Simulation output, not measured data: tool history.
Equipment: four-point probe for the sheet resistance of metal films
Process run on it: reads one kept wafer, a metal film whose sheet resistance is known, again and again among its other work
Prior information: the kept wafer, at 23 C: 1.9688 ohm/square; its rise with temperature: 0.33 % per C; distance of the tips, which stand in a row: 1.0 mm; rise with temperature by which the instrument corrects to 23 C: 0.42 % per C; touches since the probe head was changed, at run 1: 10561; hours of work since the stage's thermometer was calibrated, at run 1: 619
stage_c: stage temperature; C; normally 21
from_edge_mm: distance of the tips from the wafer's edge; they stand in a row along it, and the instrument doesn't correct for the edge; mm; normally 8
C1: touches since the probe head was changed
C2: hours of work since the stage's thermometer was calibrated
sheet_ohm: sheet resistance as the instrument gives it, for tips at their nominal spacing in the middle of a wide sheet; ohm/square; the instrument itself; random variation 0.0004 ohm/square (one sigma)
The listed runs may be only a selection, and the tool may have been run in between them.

Run 1, day 0.000: usual settings; C1 10561; C2 619. Result: sheet_ohm 1.989591 ohm/square.
Run 2, day 0.975: usual settings; C1 10972; C2 630. Result: sheet_ohm 1.989641 ohm/square.
Run 3, day 2.604: usual settings; C1 11660; C2 647. Result: sheet_ohm 1.989842 ohm/square.
Run 4, day 3.725: usual settings but stage_c 23 C; C1 12134; C2 658. Result: sheet_ohm 1.985069 ohm/square.
Run 5, day 5.400: usual settings but stage_c 34 C; C1 12839; C2 676. Result: sheet_ohm 1.967212 ohm/square.
Run 6, day 6.908: usual settings but stage_c 34 C; C1 13477; C2 692. Result: sheet_ohm 1.966849 ohm/square.
Run 7, day 8.029: usual settings but stage_c 31 C; C1 13950; C2 703. Result: sheet_ohm 1.972399 ohm/square.
Run 8, day 8.933: usual settings but stage_c 31 C; C1 14331; C2 713. Result: sheet_ohm 1.971882 ohm/square.
Run 9, day 10.104: usual settings but stage_c 31 C; C1 14825; C2 725. Result: sheet_ohm 1.971648 ohm/square.
Run 10, day 11.721: usual settings but from_edge_mm 19 mm; C1 15507; C2 742. Result: sheet_ohm 1.975209 ohm/square.
Run 11, day 13.804: usual settings but stage_c 19 C, from_edge_mm 19 mm; C1 16386; C2 764. Result: sheet_ohm 1.979605 ohm/square.
Run 12, day 15.625: usual settings but from_edge_mm 5 mm; C1 17155; C2 783. Result: sheet_ohm 2.014119 ohm/square.
Run 13, day 17.083: usual settings but stage_c 22 C, from_edge_mm 5 mm; C1 17770; C2 798. Result: sheet_ohm 2.012470 ohm/square.
Run 14, day 18.196: usual settings; C1 18240; C2 809. Result: sheet_ohm 1.989241 ohm/square.
Run 15, day 19.500: usual settings; C1 18792; C2 823. Result: sheet_ohm 1.988808 ohm/square.
Run 16, day 21.412: usual settings but stage_c 26 C, from_edge_mm 19 mm; C1 19597; C2 843. Result: sheet_ohm 1.966747 ohm/square.
Run 17, day 22.767: usual settings but stage_c 19 C, from_edge_mm 28 mm; C1 20168; C2 857. Result: sheet_ohm 1.977328 ohm/square.
Run 18, day 24.875: usual settings but from_edge_mm 28 mm; C1 21059; C2 879. Result: sheet_ohm 1.974300 ohm/square.

Here are 4 independent what-if runs from the current tool condition. What would each one return?
Run A, day 26.062: usual settings but stage_c 29 C, from_edge_mm 12 mm; C1 21560; C2 891. Result: sheet_ohm ?.
Run B, day 26.062: usual settings but stage_c 35 C, from_edge_mm 60 mm; C1 21560; C2 891. Result: sheet_ohm ?.
Run C, day 26.062: usual settings but stage_c 19 C, from_edge_mm 32 mm; C1 21560; C2 891. Result: sheet_ohm ?.
Run D, day 26.062: usual settings but from_edge_mm 36 mm; C1 21560; C2 891. Result: sheet_ohm ?.

run  sheet_ohm
  A   1.965808
  B   1.948884
  C   1.977541
  D   1.974231
Had the tool no hidden state, the same runs would have come out as:
run  sheet_ohm
  A   1.965444
  B   1.948524
  C   1.977172
  D   1.973864

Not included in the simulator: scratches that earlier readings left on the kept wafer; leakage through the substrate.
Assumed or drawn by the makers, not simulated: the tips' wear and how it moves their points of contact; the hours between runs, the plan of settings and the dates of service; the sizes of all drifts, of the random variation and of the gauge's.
